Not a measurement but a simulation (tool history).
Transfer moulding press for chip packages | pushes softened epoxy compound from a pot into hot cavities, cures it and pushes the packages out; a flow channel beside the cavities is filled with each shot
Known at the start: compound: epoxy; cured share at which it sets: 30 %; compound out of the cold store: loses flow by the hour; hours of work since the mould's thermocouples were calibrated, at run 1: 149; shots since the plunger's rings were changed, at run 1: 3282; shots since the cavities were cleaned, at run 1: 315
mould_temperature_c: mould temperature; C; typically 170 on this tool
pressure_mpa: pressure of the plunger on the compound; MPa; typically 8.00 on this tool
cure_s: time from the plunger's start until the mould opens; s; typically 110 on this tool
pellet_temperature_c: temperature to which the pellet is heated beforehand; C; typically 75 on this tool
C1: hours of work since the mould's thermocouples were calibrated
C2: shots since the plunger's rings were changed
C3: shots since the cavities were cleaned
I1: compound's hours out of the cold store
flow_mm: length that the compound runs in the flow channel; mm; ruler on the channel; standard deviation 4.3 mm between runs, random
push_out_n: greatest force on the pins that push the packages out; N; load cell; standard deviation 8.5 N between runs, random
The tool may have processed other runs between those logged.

Run 1, hour 0.0: usual settings; C1 149; C2 3282; C3 315; I1 42.7. Result: flow_mm 582 mm, push_out_n 457 N.
Run 2, hour 5.0: usual settings; C1 151; C2 3317; C3 350; I1 17.7. Result: flow_mm 701 mm, push_out_n 459 N.
Run 3, hour 9.8: usual settings; C1 153; C2 3351; C3 384; I1 30.0. Result: flow_mm 642 mm, push_out_n 466 N.
Run 4, hour 15.4: usual settings; C1 156; C2 3390; C3 423; I1 43.2. Result: flow_mm 578 mm, push_out_n 457 N.
Run 5, hour 19.1: usual settings; C1 157; C2 3415; C3 448; I1 25.7. Result: flow_mm 659 mm, push_out_n 472 N.
Run 6, hour 27.9: usual settings; C1 161; C2 3476; C3 509; I1 43.8. Result: flow_mm 584 mm, push_out_n 471 N.
Run 7, hour 32.2: usual settings but pressure_mpa 6.95 MPa; C1 163; C2 3506; C3 539; I1 31.3. Result: flow_mm 588 mm, push_out_n 485 N.
Run 8, hour 35.9: usual settings; C1 164; C2 3532; C3 565; I1 24.4. Result: flow_mm 662 mm, push_out_n 491 N.
Run 9, hour 40.1: usual settings; C1 166; C2 3561; C3 594; I1 38.6. Result: flow_mm 594 mm, push_out_n 497 N.
Run 10, hour 43.9: usual settings; C1 168; C2 3588; C3 621; I1 25.9. Result: flow_mm 651 mm, push_out_n 502 N.
Run 11, hour 49.3: usual settings; C1 170; C2 3625; C3 658; I1 34.3. Result: flow_mm 616 mm, push_out_n 502 N.
Run 12, hour 54.4: usual settings; C1 173; C2 3661; C3 694; I1 17.6. Result: flow_mm 692 mm, push_out_n 518 N.
Run 13, hour 61.4: usual settings but mould_temperature_c 166 C, pressure_mpa 7.28 MPa; C1 176; C2 3709; C3 742; I1 25.8. Result: flow_mm 633 mm, push_out_n 634 N.
Run 14, hour 65.7: usual settings but mould_temperature_c 175 C, pressure_mpa 7.28 MPa; C1 178; C2 3739; C3 772; I1 23.3. Result: flow_mm 622 mm, push_out_n 470 N.
At hour 70.0: cavities cleaned with cleaning compound and waxed.
Run 15, hour 73.0: usual settings but mould_temperature_c 175 C, pressure_mpa 7.28 MPa; C1 180; C2 3780; C3 21; I1 38.5. Result: flow_mm 554 mm, push_out_n 334 N.
At hour 75.7: mould's thermocouples calibrated.
Run 16, hour 80.3: usual settings but mould_temperature_c 175 C, pressure_mpa 6.95 MPa, cure_s 117 s, pellet_temperature_c 82 C; C1 2; C2 3816; C3 57; I1 8.7. Result: flow_mm 679 mm, push_out_n 349 N.
Run 17, hour 87.2: usual settings but mould_temperature_c 169 C, pressure_mpa 9.38 MPa, cure_s 138 s, pellet_temperature_c 82 C; C1 5; C2 3864; C3 105; I1 23.5. Result: flow_mm 710 mm, push_out_n 352 N.
Run 18, hour 94.7: usual settings but mould_temperature_c 169 C, pressure_mpa 9.38 MPa, cure_s 138 s, pellet_temperature_c 82 C; C1 8; C2 3916; C3 157; I1 17.0. Result: flow_mm 750 mm, push_out_n 377 N.
At hour 97.5: mould's thermocouples calibrated, once more.
Run 19, hour 104.0: usual settings but mould_temperature_c 164 C, cure_s 97 s, pellet_temperature_c 81 C; C1 3; C2 3967; C3 208; I1 10.6. Result: flow_mm 749 mm, push_out_n 861 N.

Estimate the outcome of run 20 from the log above:
Run 20, hour 112.1: usual settings but mould_temperature_c 164 C, cure_s 97 s, pellet_temperature_c 81 C; C1 6; C2 4024; C3 265; I1 26.8. Result: flow_mm ?, push_out_n ?.

{"run 20": {"flow_mm": 662, "push_out_n": 800}}
Had the tool carried no hidden state, the very same run would have given flow_mm 719 mm, push_out_n 673 N.
